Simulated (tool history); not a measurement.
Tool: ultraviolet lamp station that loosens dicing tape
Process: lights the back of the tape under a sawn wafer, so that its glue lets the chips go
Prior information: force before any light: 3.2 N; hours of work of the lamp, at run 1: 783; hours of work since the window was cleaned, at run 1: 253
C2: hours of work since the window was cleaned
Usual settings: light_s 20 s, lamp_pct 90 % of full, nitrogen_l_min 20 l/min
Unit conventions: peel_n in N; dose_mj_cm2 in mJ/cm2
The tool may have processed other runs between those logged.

run 1 day=0.000 | light_s=20 lamp_pct=90 nitrogen_l_min=20 | hours_of_work_of_the_lamp=783 C2=253 | peel_n=0.662 dose_mj_cm2=428
run 2 day=2.825 | light_s=19 lamp_pct=90 nitrogen_l_min=20 | hours_of_work_of_the_lamp=824 C2=294 | peel_n=0.776 dose_mj_cm2=392
run 3 day=5.583 | light_s=19 lamp_pct=90 nitrogen_l_min=20 | hours_of_work_of_the_lamp=863 C2=334 | peel_n=0.757 dose_mj_cm2=381
-- day=6.883 window cleaned of glue's vapour
run 4 day=7.217 | light_s=19 lamp_pct=90 nitrogen_l_min=20 | hours_of_work_of_the_lamp=887 C2=5 | peel_n=0.639 dose_mj_cm2=447
run 5 day=9.546 | light_s=19 lamp_pct=90 nitrogen_l_min=20 | hours_of_work_of_the_lamp=920 C2=38 | peel_n=0.665 dose_mj_cm2=435
run 6 day=12.292 | light_s=26 lamp_pct=90 nitrogen_l_min=20 | hours_of_work_of_the_lamp=960 C2=78 | peel_n=0.448 dose_mj_cm2=580
run 7 day=13.967 | light_s=20 lamp_pct=90 nitrogen_l_min=20 | hours_of_work_of_the_lamp=984 C2=102 | peel_n=0.647 dose_mj_cm2=440
run 8 day=16.471 | light_s=20 lamp_pct=76 nitrogen_l_min=20 | hours_of_work_of_the_lamp=1020 C2=138 | peel_n=0.833 dose_mj_cm2=365
run 9 day=19.458 | light_s=20 lamp_pct=76 nitrogen_l_min=20 | hours_of_work_of_the_lamp=1063 C2=181 | peel_n=0.881 dose_mj_cm2=353
run 10 day=21.938 | light_s=20 lamp_pct=76 nitrogen_l_min=20 | hours_of_work_of_the_lamp=1098 C2=216 | peel_n=0.871 dose_mj_cm2=345
run 11 day=24.754 | light_s=10 lamp_pct=83 nitrogen_l_min=7 | hours_of_work_of_the_lamp=1139 C2=257 | peel_n=1.869 dose_mj_cm2=180
run 12 day=26.925 | light_s=29 lamp_pct=66 nitrogen_l_min=36 | hours_of_work_of_the_lamp=1170 C2=288 | peel_n=0.600 dose_mj_cm2=407
run 13 day=28.325 | light_s=29 lamp_pct=66 nitrogen_l_min=36 | hours_of_work_of_the_lamp=1190 C2=308 | peel_n=0.633 dose_mj_cm2=400
run 14 day=30.608 | light_s=25 lamp_pct=64 nitrogen_l_min=36 | hours_of_work_of_the_lamp=1223 C2=341 | peel_n=0.816 dose_mj_cm2=332
-- day=31.283 window cleaned of glue's vapour
run 15 day=32.204 | light_s=26 lamp_pct=90 nitrogen_l_min=10 | hours_of_work_of_the_lamp=1245 C2=13 | peel_n=0.638 dose_mj_cm2=558
run 16 day=34.971 | light_s=17 lamp_pct=89 nitrogen_l_min=23 | hours_of_work_of_the_lamp=1285 C2=53 | peel_n=0.850 dose_mj_cm2=353

A few steps of peel_n between consecutive runs. Split each: what settings, incoming material and random variation would produce without the hidden state, and what is left over for the hidden state, along with gauge scatter present in only one of the two compared results (measured, and without hidden state):
The tool's hidden condition here consists of: lamp's light, % of a new lamp's; light that the window lets through, % of a clean one's; drift of the gauge itself on peel_n, %; drift of the gauge itself on dose_mj_cm2, %.
Run 11 -> 12: light_s 10 -> 29, lamp_pct 83 -> 66, nitrogen_l_min 7 -> 36. peel_n -1.269 N: hidden state -0.169, all else -1.100.
